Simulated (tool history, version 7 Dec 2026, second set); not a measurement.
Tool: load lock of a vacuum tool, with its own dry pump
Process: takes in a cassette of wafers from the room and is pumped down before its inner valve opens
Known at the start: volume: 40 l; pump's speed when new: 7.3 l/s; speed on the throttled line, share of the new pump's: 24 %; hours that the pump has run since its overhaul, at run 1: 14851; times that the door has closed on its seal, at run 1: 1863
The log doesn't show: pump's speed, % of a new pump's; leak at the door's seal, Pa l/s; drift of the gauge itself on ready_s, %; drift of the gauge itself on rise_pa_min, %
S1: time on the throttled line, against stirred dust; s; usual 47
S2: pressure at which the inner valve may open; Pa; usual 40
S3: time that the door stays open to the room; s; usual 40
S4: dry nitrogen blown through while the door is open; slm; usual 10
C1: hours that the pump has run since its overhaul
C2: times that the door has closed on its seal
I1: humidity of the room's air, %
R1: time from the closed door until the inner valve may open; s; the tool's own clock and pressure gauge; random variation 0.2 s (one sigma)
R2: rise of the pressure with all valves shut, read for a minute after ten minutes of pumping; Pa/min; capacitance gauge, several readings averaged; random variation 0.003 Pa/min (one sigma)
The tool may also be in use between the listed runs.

Run 1, hour 0: usual settings; C1 14851; C2 1863; I1 48. Result: R1 81.3 s, R2 0.037 Pa/min.
Run 2, hour 376.4: usual settings; C1 15228; C2 3170; I1 44.8. Result: R1 81.2 s, R2 0.034 Pa/min.
Run 3, hour 749.1: usual settings; C1 15600; C2 4465; I1 42.9. Result: R1 81.2 s, R2 0.036 Pa/min.
Run 4, hour 1023.7: usual settings but S4 11 slm; C1 15875; C2 5419; I1 43.2. Result: R1 81.3 s, R2 0.034 Pa/min.
Run 5, hour 1242.4: usual settings but S4 11 slm; C1 16094; C2 6179; I1 43.7. Result: R1 81.3 s, R2 0.032 Pa/min.
Run 6, hour 1457.1: usual settings but S4 11 slm; C1 16308; C2 6925; I1 43.9. Result: R1 81.3 s, R2 0.042 Pa/min.
Run 7, hour 1687.9: usual settings but S4 11 slm; C1 16539; C2 7727; I1 42.5. Result: R1 81.5 s, R2 0.05 Pa/min.
Run 8, hour 2146.7: usual settings but S1 52 s; C1 16998; C2 9321; I1 48.2. Result: R1 85.6 s, R2 0.046 Pa/min.
Run 9, hour 2574.4: usual settings but S1 52 s; C1 17426; C2 10807; I1 43.8. Result: R1 85.2 s, R2 0.048 Pa/min.
Run 10, hour 2941.3: usual settings but S1 52 s; C1 17792; C2 12082; I1 47.9. Result: R1 85.4 s, R2 0.057 Pa/min.
Run 11, hour 3204.4: usual settings but S1 52 s; C1 18056; C2 12996; I1 47. Result: R1 85.2 s, R2 0.054 Pa/min.
Run 12, hour 3581.3: usual settings; C1 18432; C2 14305; I1 44.9. Result: R1 81.3 s, R2 0.061 Pa/min.
Run 13, hour 3790.8: usual settings; C1 18642; C2 15033; I1 47.8. Result: R1 81.7 s, R2 0.068 Pa/min.
Run 14, hour 4140.8: usual settings; C1 18992; C2 16249; I1 43.1. Result: R1 81.9 s, R2 0.063 Pa/min.
Run 15, hour 4592.3: usual settings; C1 19443; C2 17818; I1 42.6. Result: R1 82 s, R2 0.07 Pa/min.
At hour 4719.2: dry pump taken out, an overhauled one fitted.
Run 16, hour 4956.7: usual settings but S1 25 s, S2 49 Pa; C1 237; C2 19063; I1 45.6. Result: R1 61.5 s, R2 0.07 Pa/min.
Run 17, hour 5297.4: usual settings but S1 25 s, S2 49 Pa; C1 578; C2 20247; I1 43.4. Result: R1 61.7 s, R2 0.076 Pa/min.
Run 18, hour 5677.3: usual settings but S1 43 s, S4 5 slm; C1 958; C2 21567; I1 48. Result: R1 76.1 s, R2 0.086 Pa/min.
Run 19, hour 6001.8: usual settings but S1 43 s, S4 8 slm; C1 1283; C2 22694; I1 45.3. Result: R1 76.6 s, R2 0.09 Pa/min.
Run 20, hour 6400.4: usual settings but S1 24 s, S2 45 Pa, S4 11 slm; C1 1681; C2 24079; I1 43.8. Result: R1 61.5 s, R2 0.096 Pa/min.
Run 21, hour 6587.4: usual settings but S3 159 s, S4 21 slm; C1 1868; C2 24729; I1 45.7. Result: R1 79.1 s, R2 0.133 Pa/min.
Run 22, hour 7005.1: usual settings but S3 159 s, S4 21 slm; C1 2286; C2 26180; I1 45.1. Result: R1 79.1 s, R2 0.133 Pa/min.
Run 23, hour 7317.9: usual settings but S2 31 Pa, S4 12 slm; C1 2599; C2 27267; I1 42.8. Result: R1 81.2 s, R2 0.107 Pa/min.
Run 24, hour 7633.1: usual settings but S1 43 s, S2 71 Pa, S4 7 slm; C1 2914; C2 28362; I1 47.5. Result: R1 73.6 s, R2 0.117 Pa/min.
Run 25, hour 7968.1: usual settings but S1 28 s, S2 71 Pa, S4 9 slm; C1 3249; C2 29526; I1 48.3. Result: R1 62.2 s, R2 0.114 Pa/min.
Run 26, hour 8241.9: usual settings but S1 28 s, S2 71 Pa, S4 9 slm; C1 3523; C2 30477; I1 43.9. Result: R1 62.1 s, R2 0.13 Pa/min.
Run 27, hour 8560.9: usual settings but S1 64 s, S3 25 s; C1 3842; C2 31585; I1 43.2. Result: R1 92.1 s, R2 0.123 Pa/min.
Run 28, hour 8878.4: usual settings but S1 65 s, S3 170 s; C1 4159; C2 32689; I1 49.4. Result: R1 93.3 s, R2 0.189 Pa/min.

5 ways to go on from here, each from the tool as it stands after run 28. What would each give?
Run A, hour 9138: usual settings but S4 14 slm; C1 4419; C2 33590; I1 42.4. Result: R1 ?, R2 ?.
Run B, hour 9138: usual settings but S1 61 s; C1 4419; C2 33590; I1 44.4. Result: R1 ?, R2 ?.
Run C, hour 9138: usual settings but S1 65 s, S3 170 s, S4 6 slm; C1 4419; C2 33590; I1 43.6. Result: R1 ?, R2 ?.
Run D, hour 9138: usual settings but S2 63 Pa, S3 111 s, S4 5 slm; C1 4419; C2 33590; I1 47.2. Result: R1 ?, R2 ?.
Run E, hour 9138: usual settings but S1 65 s, S2 69 Pa, S3 170 s, S4 22 slm; C1 4419; C2 33590; I1 44.7. Result: R1 ?, R2 ?.

run    R1     R2
  A  79.9  0.132
  B  90.5  0.131
  C  93.8  0.191
  D  77.2  0.184
  E  89.9   0.17
Without the tool's hidden state the same runs would have given:
run    R1     R2
  A  78.9   0.02
  B  89.6  0.019
  C  92.9   0.08
  D  76.3  0.068
  E  89.1  0.056
